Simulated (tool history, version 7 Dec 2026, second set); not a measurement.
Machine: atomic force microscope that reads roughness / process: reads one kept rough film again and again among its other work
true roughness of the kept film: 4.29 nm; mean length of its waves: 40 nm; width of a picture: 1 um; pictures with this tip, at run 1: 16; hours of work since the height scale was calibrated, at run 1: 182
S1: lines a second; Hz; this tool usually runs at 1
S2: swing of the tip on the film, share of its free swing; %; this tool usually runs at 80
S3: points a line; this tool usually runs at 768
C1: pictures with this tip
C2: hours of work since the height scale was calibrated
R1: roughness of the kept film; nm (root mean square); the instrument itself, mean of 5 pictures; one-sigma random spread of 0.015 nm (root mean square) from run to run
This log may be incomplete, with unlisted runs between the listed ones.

| run | hour | S1 | S2 | S3 | C1 | C2 | R1 |
|---|---|---|---|---|---|---|---|
| 1 | 0 | 1 | 80 | 768 | 16 | 182 | 3.638 |
| 2 | 10.4 | 1 | 80 | 768 | 34 | 187 | 3.605 |
| 3 | 17.2 | 1 | 80 | 768 | 46 | 191 | 3.511 |
| 4 | 25.9 | 0.9 | 80 | 768 | 62 | 195 | 3.488 |
|  | 29 | new tip fitted |
| 5 | 34.6 | 0.9 | 80 | 768 | 10 | 200 | 3.708 |
| 6 | 42.9 | 0.9 | 80 | 768 | 25 | 204 | 3.651 |
| 7 | 49 | 0.9 | 80 | 768 | 36 | 207 | 3.624 |
| 8 | 60.9 | 0.9 | 86 | 768 | 57 | 213 | 3.396 |
|  | 66.5 | new tip fitted |
| 9 | 74.5 | 0.9 | 86 | 768 | 14 | 220 | 3.597 |
| 10 | 88.8 | 0.9 | 86 | 768 | 39 | 228 | 3.476 |
| 11 | 102.1 | 0.9 | 86 | 768 | 63 | 235 | 3.396 |
|  | 104.4 | new tip fitted |
| 12 | 115.7 | 0.9 | 86 | 768 | 20 | 241 | 3.574 |
| 13 | 125.2 | 1 | 80 | 768 | 37 | 246 | 3.536 |
| 14 | 136.5 | 1 | 80 | 768 | 57 | 252 | 3.475 |
|  | 142.3 | new tip fitted |
| 15 | 144.7 | 1 | 56 | 768 | 4 | 256 | 4.007 |
|  | 146.3 | height scale calibrated on a step standard |
| 16 | 159.8 | 1.66 | 80 | 794 | 29 | 7 | 3.418 |
| 17 | 171.5 | 0.69 | 56 | 402 | 50 | 13 | 3.748 |
|  | 181.2 | new tip fitted |
| 18 | 185.5 | 0.69 | 90 | 821 | 8 | 20 | 3.675 |
| 19 | 197.7 | 0.69 | 90 | 821 | 30 | 26 | 3.568 |
| 20 | 207.3 | 0.69 | 71 | 538 | 47 | 31 | 3.694 |
| 21 | 216.4 | 0.69 | 71 | 538 | 63 | 36 | 3.629 |
|  | 219 | new tip fitted |
| 22 | 227.6 | 1.12 | 56 | 722 | 16 | 42 | 3.887 |
|  | 229.7 | height scale calibrated on a step standard, once more |
| 23 | 237.9 | 1.12 | 56 | 722 | 32 | 4 | 3.804 |
| 24 | 248.8 | 1.12 | 56 | 722 | 51 | 10 | 3.739 |
|  | 257.4 | new tip fitted |
| 25 | 262.8 | 1.12 | 61 | 343 | 9 | 17 | 3.889 |

What differs in the tool's unlogged condition from the final listed run ahead of each entry between runs to the first listed run following it?
From run 4 to run 5: new tip fitted (hour 29)
  radius of the tip, nm: 13.1 -> 6.6
  measured less the result without the state, R1: -0.275 -> -0.052 nm (root mean square)
From run 8 to run 9: new tip fitted (hour 66.5)
  radius of the tip, nm: 12.8 -> 7.4; height scale over the true one, %: 0.26 -> 0.27
  measured less the result without the state, R1: -0.257 -> -0.077 nm (root mean square)
From run 11 to run 12: new tip fitted (hour 104.4)
  radius of the tip, nm: 14 -> 7.9; height scale over the true one, %: 0.29 -> 0.3
  measured less the result without the state, R1: -0.297 -> -0.094 nm (root mean square)
From run 14 to run 15: new tip fitted (hour 142.3)
  radius of the tip, nm: 13 -> 5.6; height scale over the true one, %: 0.31 -> 0.32
  measured less the result without the state, R1: -0.266 -> -0.011 nm (root mean square)
From run 15 to run 16: height scale calibrated on a step standard (hour 146.3)
  radius of the tip, nm: 5.6 -> 9; height scale over the true one, %: 0.32 -> 0.38
  measured less the result without the state, R1: -0.011 -> -0.124 nm (root mean square)
From run 17 to run 18: new tip fitted (hour 181.2)
  radius of the tip, nm: 11.8 -> 6.1; height scale over the true one, %: 0.39 -> 0.4
  measured less the result without the state, R1: -0.242 -> -0.027 nm (root mean square)
From run 21 to run 22: new tip fitted (hour 219)
  radius of the tip, nm: 13.4 -> 7.4; height scale over the true one, %: 0.42 -> 0.43
  measured less the result without the state, R1: -0.289 -> -0.076 nm (root mean square)
From run 22 to run 23: height scale calibrated on a step standard, once more (hour 229.7)
  radius of the tip, nm: 7.4 -> 9.4; height scale over the true one, %: 0.43 -> 0.14
  measured less the result without the state, R1: -0.076 -> -0.162 nm (root mean square)
From run 24 to run 25: new tip fitted (hour 257.4)
  radius of the tip, nm: 11.8 -> 6.2; height scale over the true one, %: 0.14 -> 0.15
  measured less the result without the state, R1: -0.248 -> -0.041 nm (root mean square)
